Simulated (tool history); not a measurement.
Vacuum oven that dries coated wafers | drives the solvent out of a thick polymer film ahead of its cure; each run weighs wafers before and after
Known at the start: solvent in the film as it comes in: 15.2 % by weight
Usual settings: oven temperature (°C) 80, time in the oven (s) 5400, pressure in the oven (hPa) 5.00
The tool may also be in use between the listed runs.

run   hour  oven temperature (°C)  time in the oven (s)  pressure in the oven (hPa)  solvent left in the film (%)
  1    0.0                     80                  5400                        5.00                          1.23
  2   16.1                     80                  5400                        5.00                          1.30
  3   31.0                     89                  5400                        5.00                          0.50
  4   44.3                     89                  5400                        5.00                          0.51
  5   56.6                     89                  5400                        5.00                          0.45
  6   69.8                     85                  5400                        5.00                          0.62
  7   81.3                     68                  5400                        5.00                          4.77
  8   93.1                     68                  5400                        5.00                          5.00
  9  110.7                     66                  5400                        5.00                          5.81
 10  124.6                     66                  5400                        5.00                          5.69
 11  136.4                     80                  7020                        5.00                          0.86
 12  146.8                     94                  7980                        5.00                          0.35
 13  154.0                     94                  3660                        5.00                          0.42
 14  167.9                     68                  7080                        3.29                          3.65
 15  178.6                     68                  5400                        5.00                          4.98
 16  192.6                     68                  5400                        5.00                          5.10
 17  205.5                     71                  3300                        8.39                          6.20

5 ways to go on from here, each from the tool as it stands after run 17. What would each give?
  A  216.1                     71                  3300                        7.87                             ?
  B  216.1                     86                  4740                        9.11                             ?
  C  216.1                     71                  4380                        8.39                             ?
  D  216.1                     82                  4800                        2.53                             ?
  E  216.1                     65                  2820                        4.82                             ?

run  solvent left in the film (%)
  A                          6.12
  B                          1.07
  C                          5.11
  D                          1.00
  E                          8.47
Without the tool's hidden state the same runs would have given:
run  solvent left in the film (%)
  A                          5.67
  B                          0.90
  C                          4.64
  D                          0.78
  E                          8.08
